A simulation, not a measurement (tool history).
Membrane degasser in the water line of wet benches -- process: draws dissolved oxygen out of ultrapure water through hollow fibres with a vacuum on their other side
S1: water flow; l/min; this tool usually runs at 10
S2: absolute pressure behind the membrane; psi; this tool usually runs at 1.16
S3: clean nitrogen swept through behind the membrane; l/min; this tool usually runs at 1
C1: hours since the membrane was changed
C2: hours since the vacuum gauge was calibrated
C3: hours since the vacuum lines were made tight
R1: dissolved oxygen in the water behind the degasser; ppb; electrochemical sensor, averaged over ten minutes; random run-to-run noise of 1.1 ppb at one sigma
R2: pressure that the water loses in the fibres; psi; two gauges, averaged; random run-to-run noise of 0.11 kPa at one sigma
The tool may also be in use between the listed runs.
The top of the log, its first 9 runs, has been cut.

run	hour	S1	S2	S3	C1	C2	C3	R1	R2
10	474.1	10	1.16	1.34	2938	1652	5033	103.2	4.518
11	523.7	10	1.16	1.34	2988	1702	5083	105.4	4.496
12	585.8	10	1.16	1.34	3050	1764	5145	105.3	4.505
13	627	10	1.16	1.34	3091	1805	5186	105.4	4.498
14	663.4	10	1.16	1.34	3128	1841	5222	105.2	4.479
15	718.9	10	1.16	1.34	3183	1897	5278	105.5	4.498
16	765	10	1.16	1.34	3229	1943	5324	104.8	4.499
17	828.1	10	1.16	1.34	3292	2006	5387	105.9	4.521
18	870.5	10	1.16	1.34	3335	2048	5429	105.3	4.487
# hour 882: seals of the vacuum lines changed
19	926	10	1.16	1.34	3388	2102	44	104.4	4.477
20	999	10	1.32	1.34	3461	2175	117	124.6	4.514
21	1054.3	10	1.775	1.34	3516	2230	172	177.8	4.515
22	1118.2	9	2.11	1.73	3580	2294	236	157.5	4.061
23	1181.2	9	1.052	0.57	3643	2357	299	157.1	4.026
24	1223.9	9	1.052	0.57	3686	2400	342	157.4	4.041
25	1282.8	9	1.052	0.57	3745	2459	401	157.3	4.051
26	1340.8	11	0.917	0.95	3803	2517	459	110.5	4.968
27	1386.3	11	0.917	0.95	3848	2562	504	110.2	4.991
28	1459.2	8	2.883	0.95	3921	2635	577	340.2	3.632
29	1505.2	10	0.963	0.42	3967	2681	623	195.9	4.514
30	1572	10	0.963	0.42	4034	2748	690	196.7	4.515
31	1611.9	7	2.328	0.42	4074	2788	730	465.7	3.157
32	1687.9	7	2.328	0.42	4150	2864	806	467.7	3.175
33	1719.9	11	1.305	1	4182	2896	838	174	4.936

3 ways to go on from here, each from the tool as it stands after run 33. What would each give?
A	1762.2	10	1.028	1	4224	2938	880	?	?
B	1762.2	11	1.317	1	4224	2938	880	?	?
C	1762.2	8	2.132	0.4	4224	2938	880	?	?

run	R1	R2
A	111	4.515
B	176.1	4.939
C	495.6	3.593
Without the tool's hidden state the same runs would have given:
run	R1	R2
A	110.8	4.512
B	175.9	4.936
C	495.2	3.591
